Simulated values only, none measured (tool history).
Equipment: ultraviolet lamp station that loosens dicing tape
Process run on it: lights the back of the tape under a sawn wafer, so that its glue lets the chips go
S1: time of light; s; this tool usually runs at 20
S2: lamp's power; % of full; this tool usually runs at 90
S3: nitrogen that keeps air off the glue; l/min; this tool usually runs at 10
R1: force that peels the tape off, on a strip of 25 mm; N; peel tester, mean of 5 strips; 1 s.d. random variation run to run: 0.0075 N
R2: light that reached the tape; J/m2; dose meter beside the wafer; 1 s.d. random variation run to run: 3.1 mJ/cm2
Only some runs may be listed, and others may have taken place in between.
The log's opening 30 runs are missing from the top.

run	hour	S1	S2	S3	R1	R2
31	776.2	36	90	18	0.163	5600
32	799.2	26	98	6	0.492	4380
33	815.7	27	65	4	1.510	2980
# hour 818.3: window cleaned of glue's vapour
34	835.9	25	68	4	1.238	3360
35	853.9	20	89	14	0.544	3400
36	879.6	14	61	11	2.794	1630
37	906.5	20	76	10	1.072	2920
38	939.3	17	72	7	2.013	2250
39	958.5	13	70	6	3.318	1680
40	974.9	14	90	10	1.638	2330

Estimate the outcome of run 41 from the log above:
41	1008.2	19	89	6	?	?

Run 41 came out at R1 1.265 N, R2 3000 J/m2.
With no hidden state in the tool, this same run would have given R1 0.467 N, R2 4500 J/m2.
